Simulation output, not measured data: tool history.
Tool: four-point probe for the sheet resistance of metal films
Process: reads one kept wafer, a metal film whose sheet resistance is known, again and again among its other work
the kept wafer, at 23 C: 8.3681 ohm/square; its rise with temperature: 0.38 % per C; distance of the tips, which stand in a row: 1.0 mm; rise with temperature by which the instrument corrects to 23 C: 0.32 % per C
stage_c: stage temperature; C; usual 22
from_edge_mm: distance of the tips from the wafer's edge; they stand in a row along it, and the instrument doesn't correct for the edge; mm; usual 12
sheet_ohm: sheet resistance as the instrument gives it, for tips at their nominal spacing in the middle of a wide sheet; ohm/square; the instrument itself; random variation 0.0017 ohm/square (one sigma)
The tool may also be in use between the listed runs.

Run 1, day 0: usual settings. Result: sheet_ohm 8.316738 ohm/square.
Run 2, day 0.55: usual settings. Result: sheet_ohm 8.318559 ohm/square.
Run 3, day 1.317: usual settings. Result: sheet_ohm 8.315781 ohm/square.
Run 4, day 2.021: usual settings but from_edge_mm 11 mm. Result: sheet_ohm 8.32567 ohm/square.
Run 5, day 2.492: usual settings but from_edge_mm 11 mm. Result: sheet_ohm 8.321448 ohm/square.
Run 6, day 3.092: usual settings but from_edge_mm 11 mm. Result: sheet_ohm 8.323555 ohm/square.
Run 7, day 3.692: usual settings but from_edge_mm 11 mm. Result: sheet_ohm 8.324561 ohm/square.
Run 8, day 4.583: usual settings but from_edge_mm 48 mm. Result: sheet_ohm 8.286065 ohm/square.
Run 9, day 5.45: usual settings but stage_c 28 C. Result: sheet_ohm 8.344715 ohm/square.
Run 10, day 6.279: usual settings. Result: sheet_ohm 8.318522 ohm/square.
Run 11, day 6.971: usual settings but stage_c 29 C, from_edge_mm 22 mm. Result: sheet_ohm 8.32508 ohm/square.
Run 12, day 7.354: usual settings but stage_c 20 C, from_edge_mm 13 mm. Result: sheet_ohm 8.302941 ohm/square.
Run 13, day 8.092: usual settings but stage_c 18 C, from_edge_mm 23 mm. Result: sheet_ohm 8.27615 ohm/square.
Run 14, day 8.729: usual settings but stage_c 33 C, from_edge_mm 5 mm. Result: sheet_ohm 8.510176 ohm/square.
Run 15, day 9.338: usual settings but stage_c 20 C, from_edge_mm 55 mm. Result: sheet_ohm 8.280528 ohm/square.
Run 16, day 10.154: usual settings but stage_c 20 C, from_edge_mm 55 mm. Result: sheet_ohm 8.27747 ohm/square.
Run 17, day 10.642: usual settings but stage_c 20 C, from_edge_mm 19 mm. Result: sheet_ohm 8.291465 ohm/square.
Run 18, day 11.258: usual settings but stage_c 34 C, from_edge_mm 28 mm. Result: sheet_ohm 8.347608 ohm/square.
Run 19, day 11.9: usual settings but stage_c 34 C, from_edge_mm 68 mm. Result: sheet_ohm 8.3425 ohm/square.
Run 20, day 12.779: usual settings but from_edge_mm 38 mm. Result: sheet_ohm 8.289511 ohm/square.

Taken out of this log: 2 entries between the listed runs. Where each belongs, and how the hidden state differs across it:
Between runs 8 and 9: stage's thermometer calibrated (day 4.671)
  inner tips' distance over the nominal, %: -0.798 -> -0.796; wafer's true temperature over the reading, C: -0.14 -> -0.19
  measured less the result without the state, sheet_ohm: -0.0766 -> -0.078518 ohm/square
Between runs 14 and 15: stage's thermometer calibrated, once more (day 8.817)
  inner tips' distance over the nominal, %: -0.792 -> -0.791; wafer's true temperature over the reading, C: -0.2 -> -0.12
  measured less the result without the state, sheet_ohm: -0.079648 -> -0.075216 ohm/square

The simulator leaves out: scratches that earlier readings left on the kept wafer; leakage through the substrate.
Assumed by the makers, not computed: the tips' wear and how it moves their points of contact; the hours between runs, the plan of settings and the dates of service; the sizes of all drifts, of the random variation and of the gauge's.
